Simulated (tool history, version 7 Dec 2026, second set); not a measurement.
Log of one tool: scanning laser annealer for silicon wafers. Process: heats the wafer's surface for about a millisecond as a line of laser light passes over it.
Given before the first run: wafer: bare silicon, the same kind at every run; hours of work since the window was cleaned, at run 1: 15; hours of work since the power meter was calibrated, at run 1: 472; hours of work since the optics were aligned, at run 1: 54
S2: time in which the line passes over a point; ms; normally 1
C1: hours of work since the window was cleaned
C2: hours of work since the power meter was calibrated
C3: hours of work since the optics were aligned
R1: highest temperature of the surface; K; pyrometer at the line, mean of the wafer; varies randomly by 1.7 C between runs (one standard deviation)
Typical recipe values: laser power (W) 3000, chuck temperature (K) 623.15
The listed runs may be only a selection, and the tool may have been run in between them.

{"run": 1, "hour": 0.0, "laser power (W)": 3000, "S2": 1, "chuck temperature (K)": 623.15, "C1": 15, "C2": 472, "C3": 54, "R1": 1455.15}
{"run": 2, "hour": 41.2, "laser power (W)": 3000, "S2": 1, "chuck temperature (K)": 623.15, "C1": 33, "C2": 490, "C3": 72, "R1": 1449.15}
{"run": 3, "hour": 82.5, "laser power (W)": 3000, "S2": 1, "chuck temperature (K)": 623.15, "C1": 51, "C2": 508, "C3": 90, "R1": 1450.15}
{"run": 4, "hour": 129.2, "laser power (W)": 3000, "S2": 1, "chuck temperature (K)": 623.15, "C1": 72, "C2": 528, "C3": 111, "R1": 1449.15}
{"run": 5, "hour": 166.2, "laser power (W)": 3000, "S2": 1, "chuck temperature (K)": 623.15, "C1": 88, "C2": 545, "C3": 127, "R1": 1449.15}
{"run": 6, "hour": 213.1, "laser power (W)": 3263, "S2": 1, "chuck temperature (K)": 623.15, "C1": 109, "C2": 565, "C3": 147, "R1": 1526.15}
{"run": 7, "hour": 254.4, "laser power (W)": 3263, "S2": 1, "chuck temperature (K)": 636.15, "C1": 127, "C2": 584, "C3": 166, "R1": 1539.15}
{"run": 8, "hour": 297.0, "laser power (W)": 3263, "S2": 1, "chuck temperature (K)": 636.15, "C1": 146, "C2": 602, "C3": 184, "R1": 1539.15}
{"run": 9, "hour": 332.9, "laser power (W)": 3263, "S2": 1, "chuck temperature (K)": 636.15, "C1": 162, "C2": 618, "C3": 200, "R1": 1535.15}
{"run": 10, "hour": 380.8, "laser power (W)": 3000, "S2": 1, "chuck temperature (K)": 623.15, "C1": 183, "C2": 639, "C3": 221, "R1": 1448.15}
{"run": 11, "hour": 416.2, "laser power (W)": 3000, "S2": 1, "chuck temperature (K)": 623.15, "C1": 198, "C2": 655, "C3": 237, "R1": 1450.15}
{"run": 12, "hour": 438.6, "laser power (W)": 3000, "S2": 1, "chuck temperature (K)": 623.15, "C1": 208, "C2": 665, "C3": 247, "R1": 1448.15}
{"run": 13, "hour": 478.5, "laser power (W)": 3000, "S2": 1, "chuck temperature (K)": 623.15, "C1": 226, "C2": 682, "C3": 264, "R1": 1449.15}
{"run": 14, "hour": 514.6, "laser power (W)": 3000, "S2": 1, "chuck temperature (K)": 623.15, "C1": 242, "C2": 698, "C3": 280, "R1": 1450.15}
{"run": 15, "hour": 547.2, "laser power (W)": 2831, "S2": 1, "chuck temperature (K)": 623.15, "C1": 256, "C2": 712, "C3": 295, "R1": 1403.15}
{"run": 16, "hour": 567.4, "laser power (W)": 3228, "S2": 1, "chuck temperature (K)": 623.15, "C1": 265, "C2": 721, "C3": 304, "R1": 1516.15}
{"run": 17, "hour": 601.2, "laser power (W)": 3228, "S2": 1, "chuck temperature (K)": 623.15, "C1": 280, "C2": 736, "C3": 318, "R1": 1517.15}
{"run": 18, "hour": 646.0, "laser power (W)": 3228, "S2": 1, "chuck temperature (K)": 623.15, "C1": 300, "C2": 756, "C3": 338, "R1": 1515.15}
{"run": 19, "hour": 689.1, "laser power (W)": 3000, "S2": 1, "chuck temperature (K)": 623.15, "C1": 319, "C2": 775, "C3": 357, "R1": 1450.15}
{"run": 20, "hour": 727.3, "laser power (W)": 3000, "S2": 1, "chuck temperature (K)": 584.15, "C1": 335, "C2": 792, "C3": 374, "R1": 1411.15}
{"hour": 751.7, "done": "window over the wafer cleaned"}
{"run": 21, "hour": 765.9, "laser power (W)": 3000, "S2": 1, "chuck temperature (K)": 584.15, "C1": 6, "C2": 808, "C3": 390, "R1": 1411.15}
{"run": 22, "hour": 803.1, "laser power (W)": 2995, "S2": 0.92, "chuck temperature (K)": 623.15, "C1": 23, "C2": 824, "C3": 406, "R1": 1410.15}
{"run": 23, "hour": 844.8, "laser power (W)": 2995, "S2": 0.72, "chuck temperature (K)": 595.15, "C1": 41, "C2": 843, "C3": 425, "R1": 1275.15}
{"run": 24, "hour": 889.8, "laser power (W)": 3128, "S2": 0.82, "chuck temperature (K)": 606.15, "C1": 61, "C2": 863, "C3": 445, "R1": 1372.15}
{"run": 25, "hour": 914.0, "laser power (W)": 2576, "S2": 1.04, "chuck temperature (K)": 607.15, "C1": 71, "C2": 873, "C3": 455, "R1": 1328.15}
{"run": 26, "hour": 958.4, "laser power (W)": 2576, "S2": 0.76, "chuck temperature (K)": 609.15, "C1": 91, "C2": 893, "C3": 475, "R1": 1209.15}
{"run": 27, "hour": 995.7, "laser power (W)": 2576, "S2": 0.76, "chuck temperature (K)": 609.15, "C1": 107, "C2": 909, "C3": 491, "R1": 1206.15}
{"run": 28, "hour": 1025.4, "laser power (W)": 2865, "S2": 0.76, "chuck temperature (K)": 601.15, "C1": 121, "C2": 922, "C3": 504, "R1": 1272.15}
{"run": 29, "hour": 1073.4, "laser power (W)": 2865, "S2": 0.76, "chuck temperature (K)": 601.15, "C1": 142, "C2": 943, "C3": 525, "R1": 1268.15}
{"run": 30, "hour": 1104.2, "laser power (W)": 3000, "S2": 0.8, "chuck temperature (K)": 627.15, "C1": 155, "C2": 957, "C3": 539, "R1": 1350.15}
{"run": 31, "hour": 1142.5, "laser power (W)": 3000, "S2": 0.8, "chuck temperature (K)": 627.15, "C1": 172, "C2": 974, "C3": 556, "R1": 1351.15}
{"run": 32, "hour": 1187.3, "laser power (W)": 3000, "S2": 0.8, "chuck temperature (K)": 627.15, "C1": 192, "C2": 994, "C3": 576, "R1": 1353.15}
{"run": 33, "hour": 1213.5, "laser power (W)": 2826, "S2": 1, "chuck temperature (K)": 598.15, "C1": 203, "C2": 1005, "C3": 587, "R1": 1373.15}
{"run": 34, "hour": 1249.5, "laser power (W)": 2826, "S2": 1, "chuck temperature (K)": 598.15, "C1": 219, "C2": 1021, "C3": 603, "R1": 1376.15}
{"run": 35, "hour": 1294.9, "laser power (W)": 2826, "S2": 1, "chuck temperature (K)": 598.15, "C1": 239, "C2": 1041, "C3": 623, "R1": 1374.15}
{"run": 36, "hour": 1315.8, "laser power (W)": 2623, "S2": 0.83, "chuck temperature (K)": 657.15, "C1": 248, "C2": 1050, "C3": 632, "R1": 1297.15}
{"run": 37, "hour": 1349.5, "laser power (W)": 3196, "S2": 1, "chuck temperature (K)": 615.15, "C1": 263, "C2": 1065, "C3": 647, "R1": 1498.15}
{"run": 38, "hour": 1380.5, "laser power (W)": 3032, "S2": 1.01, "chuck temperature (K)": 583.15, "C1": 277, "C2": 1079, "C3": 661, "R1": 1420.15}
{"run": 39, "hour": 1420.0, "laser power (W)": 3178, "S2": 1.02, "chuck temperature (K)": 610.15, "C1": 294, "C2": 1096, "C3": 678, "R1": 1499.15}
{"run": 40, "hour": 1463.4, "laser power (W)": 3251, "S2": 1, "chuck temperature (K)": 624.15, "C1": 313, "C2": 1115, "C3": 697, "R1": 1522.15}
{"run": 41, "hour": 1503.9, "laser power (W)": 3251, "S2": 1, "chuck temperature (K)": 624.15, "C1": 331, "C2": 1133, "C3": 715, "R1": 1520.15}

Entry by entry between the runs, the difference in hidden state between the last listed run before and the first listed run after:
In the gap between runs 20 and 21: window over the wafer cleaned (hour 751.7)
  light that passes the window, % of a clean one's: 99.95 -> 100
